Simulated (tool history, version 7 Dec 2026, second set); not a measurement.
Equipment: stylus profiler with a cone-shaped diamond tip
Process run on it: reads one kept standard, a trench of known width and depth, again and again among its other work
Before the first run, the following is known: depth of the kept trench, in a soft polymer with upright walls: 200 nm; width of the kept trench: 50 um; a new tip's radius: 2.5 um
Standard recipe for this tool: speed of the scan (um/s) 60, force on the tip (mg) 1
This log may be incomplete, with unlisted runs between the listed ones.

run	hour	speed of the scan (um/s)	force on the tip (mg)	depth of the trench (angstrom)	width of the trench's floor (nm)
1	0	60	1	2017	47220
2	87	60	1.13	2018.5	47170
3	199.5	60	1.13	2018.9	47120
4	317.3	60	0.66	2016.6	47030
5	365.1	60	0.66	2016.3	47010
6	456.1	60	0.66	2017.3	46990
7	555.7	60	0.66	2017.3	46970
8	626	60	1	2020	46970
# hour 661: height scale calibrated on a step standard
9	744.7	60	1	2025.3	46940
10	802.9	60	1	2025	46940
11	865.3	60	1	2027.2	46880
12	956	60	1	2026.4	46890
13	1045.1	60	1	2027.5	46800
# hour 1077.7: height scale calibrated on a step standard, once more
14	1141.7	111	0.38	2006.1	46040
15	1189.3	28	1	2013.1	46960
16	1270.9	28	1	2013.7	47010
17	1345.6	43	1.92	2019.6	46970
18	1393.1	43	1.92	2020.7	46940
19	1462	43	1.92	2019.9	46910
20	1579.6	133	0.75	2012.7	46050
21	1681.1	143	1.99	2022.2	46390
22	1750.5	32	0.91	2016.7	46820
# hour 1812: new tip fitted, height scale calibrated
23	1816	25	0.38	2004.7	47780
24	1878.1	25	0.38	2006.7	47780
25	1942.7	173	0.97	2011.8	46910

What if the next run were any one of these 3? Each begins from the tool's condition after run 25:
A	2029.2	60	0.58	?	?
B	2029.2	60	0.44	?	?
C	2029.2	173	2.01	?	?

run	depth of the trench (angstrom)	width of the trench's floor (nm)
A	2009.1	47470
B	2007.5	47400
C	2020.6	47220
Stripped of hidden state, with their random variation kept, the same runs would have yielded:
run	depth of the trench (angstrom)	width of the trench's floor (nm)
A	2007.7	47520
B	2006.1	47460
C	2019.1	47270

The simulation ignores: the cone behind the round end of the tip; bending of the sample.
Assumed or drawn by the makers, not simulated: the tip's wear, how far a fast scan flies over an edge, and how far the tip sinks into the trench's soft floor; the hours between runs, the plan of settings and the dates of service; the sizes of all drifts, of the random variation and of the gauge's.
